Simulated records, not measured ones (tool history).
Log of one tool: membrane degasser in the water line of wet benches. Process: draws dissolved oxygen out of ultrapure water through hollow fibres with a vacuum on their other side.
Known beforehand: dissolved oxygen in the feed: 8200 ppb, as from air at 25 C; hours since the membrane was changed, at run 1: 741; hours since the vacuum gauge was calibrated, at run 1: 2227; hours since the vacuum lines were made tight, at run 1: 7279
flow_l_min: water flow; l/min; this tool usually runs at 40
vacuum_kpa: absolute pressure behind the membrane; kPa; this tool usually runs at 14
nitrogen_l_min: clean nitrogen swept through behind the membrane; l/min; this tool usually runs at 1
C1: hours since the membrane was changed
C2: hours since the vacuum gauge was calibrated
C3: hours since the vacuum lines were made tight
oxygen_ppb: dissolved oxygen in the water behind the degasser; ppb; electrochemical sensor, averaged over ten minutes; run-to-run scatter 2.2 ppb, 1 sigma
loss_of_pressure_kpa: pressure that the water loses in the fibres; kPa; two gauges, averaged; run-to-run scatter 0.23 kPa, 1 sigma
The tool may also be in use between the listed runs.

Run 1, day 0: usual settings; C1 741; C2 2227; C3 7279. Result: oxygen_ppb 804.9 ppb, loss_of_pressure_kpa 60.62 kPa.
Run 2, day 2.908: usual settings but flow_l_min 48 l/min; C1 810; C2 2296; C3 7349. Result: oxygen_ppb 918.7 ppb, loss_of_pressure_kpa 72.07 kPa.
Run 3, day 5.271: usual settings but flow_l_min 48 l/min; C1 867; C2 2353; C3 7405. Result: oxygen_ppb 919.8 ppb, loss_of_pressure_kpa 72.08 kPa.
Run 4, day 7.971: usual settings; C1 932; C2 2418; C3 7470. Result: oxygen_ppb 810.4 ppb, loss_of_pressure_kpa 60.26 kPa.
Run 5, day 10.092: usual settings; C1 983; C2 2469; C3 7521. Result: oxygen_ppb 808.8 ppb, loss_of_pressure_kpa 60.74 kPa.
Run 6, day 13.521: usual settings but nitrogen_l_min 1.12 l/min; C1 1065; C2 2551; C3 7603. Result: oxygen_ppb 742.7 ppb, loss_of_pressure_kpa 60.09 kPa.
Run 7, day 15.45: usual settings but vacuum_kpa 24.4 kPa; C1 1112; C2 2597; C3 7650. Result: oxygen_ppb 1465.8 ppb, loss_of_pressure_kpa 60 kPa.
Run 8, day 17.738: usual settings but vacuum_kpa 24.4 kPa; C1 1166; C2 2652; C3 7705. Result: oxygen_ppb 1458.7 ppb, loss_of_pressure_kpa 60.33 kPa.
Run 9, day 21.379: usual settings but vacuum_kpa 24.4 kPa; C1 1254; C2 2740; C3 7792. Result: oxygen_ppb 1464.8 ppb, loss_of_pressure_kpa 60.03 kPa.
Run 10, day 24.162: usual settings but vacuum_kpa 32.1 kPa; C1 1321; C2 2807; C3 7859. Result: oxygen_ppb 1881.8 ppb, loss_of_pressure_kpa 59.89 kPa.
At day 24.5: seals of the vacuum lines changed.
Run 11, day 28.554: usual settings but flow_l_min 48 l/min, vacuum_kpa 10.9 kPa, nitrogen_l_min 0.99 l/min; C1 1424; C2 2910; C3 97. Result: oxygen_ppb 683.9 ppb, loss_of_pressure_kpa 72.28 kPa.
At day 29: vacuum gauge calibrated.
Run 12, day 31.546: usual settings but flow_l_min 48 l/min, vacuum_kpa 10.9 kPa, nitrogen_l_min 0.99 l/min; C1 1495; C2 61; C3 169. Result: oxygen_ppb 689.4 ppb, loss_of_pressure_kpa 73.11 kPa.
Run 13, day 34.512: usual settings but flow_l_min 48 l/min, vacuum_kpa 9.5 kPa, nitrogen_l_min 1.99 l/min; C1 1566; C2 132; C3 240. Result: oxygen_ppb 331.3 ppb, loss_of_pressure_kpa 72.66 kPa.
Run 14, day 36.746: usual settings but flow_l_min 30 l/min, vacuum_kpa 16.4 kPa, nitrogen_l_min 1.99 l/min; C1 1620; C2 186; C3 293. Result: oxygen_ppb 441.4 ppb, loss_of_pressure_kpa 44.97 kPa.
At day 39.217: vacuum gauge calibrated, once more.
Run 15, day 39.542: usual settings but flow_l_min 52 l/min, vacuum_kpa 12.5 kPa, nitrogen_l_min 0.63 l/min; C1 1687; C2 8; C3 360. Result: oxygen_ppb 1154.4 ppb, loss_of_pressure_kpa 78.78 kPa.
Run 16, day 42.117: usual settings but flow_l_min 52 l/min, vacuum_kpa 12.5 kPa, nitrogen_l_min 0.63 l/min; C1 1749; C2 70; C3 422. Result: oxygen_ppb 1147.5 ppb, loss_of_pressure_kpa 78.77 kPa.
Run 17, day 45.271: usual settings but flow_l_min 64 l/min, vacuum_kpa 20.3 kPa; C1 1824; C2 145; C3 497. Result: oxygen_ppb 1658.7 ppb, loss_of_pressure_kpa 96.8 kPa.
Run 18, day 47.875: usual settings but flow_l_min 63 l/min, vacuum_kpa 18.8 kPa, nitrogen_l_min 2.33 l/min; C1 1887; C2 208; C3 560. Result: oxygen_ppb 838.2 ppb, loss_of_pressure_kpa 94.94 kPa.
Run 19, day 49.925: usual settings but flow_l_min 63 l/min, vacuum_kpa 20.5 kPa, nitrogen_l_min 2.43 l/min; C1 1936; C2 257; C3 609. Result: oxygen_ppb 886.2 ppb, loss_of_pressure_kpa 95.33 kPa.

Below, some changes in oxygen_ppb between adjacent runs. For each, the amount present without the hidden state too (settings, incoming material, random variation) and the amount remaining for the hidden state with gauge scatter not shared by both compared results:
What the log doesn't record here: membrane still open, %; true pressure behind the membrane over the reading, kPa; air that leaks in behind the membrane, l/min; drift of the gauge itself on oxygen_ppb, %; drift of the gauge itself on loss_of_pressure_kpa, %.
Run 10 -> 11: flow_l_min 40 -> 48, vacuum_kpa 32.1 -> 10.9, nitrogen_l_min 1 -> 0.99, seals of the vacuum lines changed. oxygen_ppb -1197.9 ppb: hidden state -0.7, all else -1197.2.
Run 14 -> 15: flow_l_min 30 -> 52, vacuum_kpa 16.4 -> 12.5, nitrogen_l_min 1.99 -> 0.63, vacuum gauge calibrated, once more. oxygen_ppb +713 ppb: hidden state -8.4, all else +721.4.
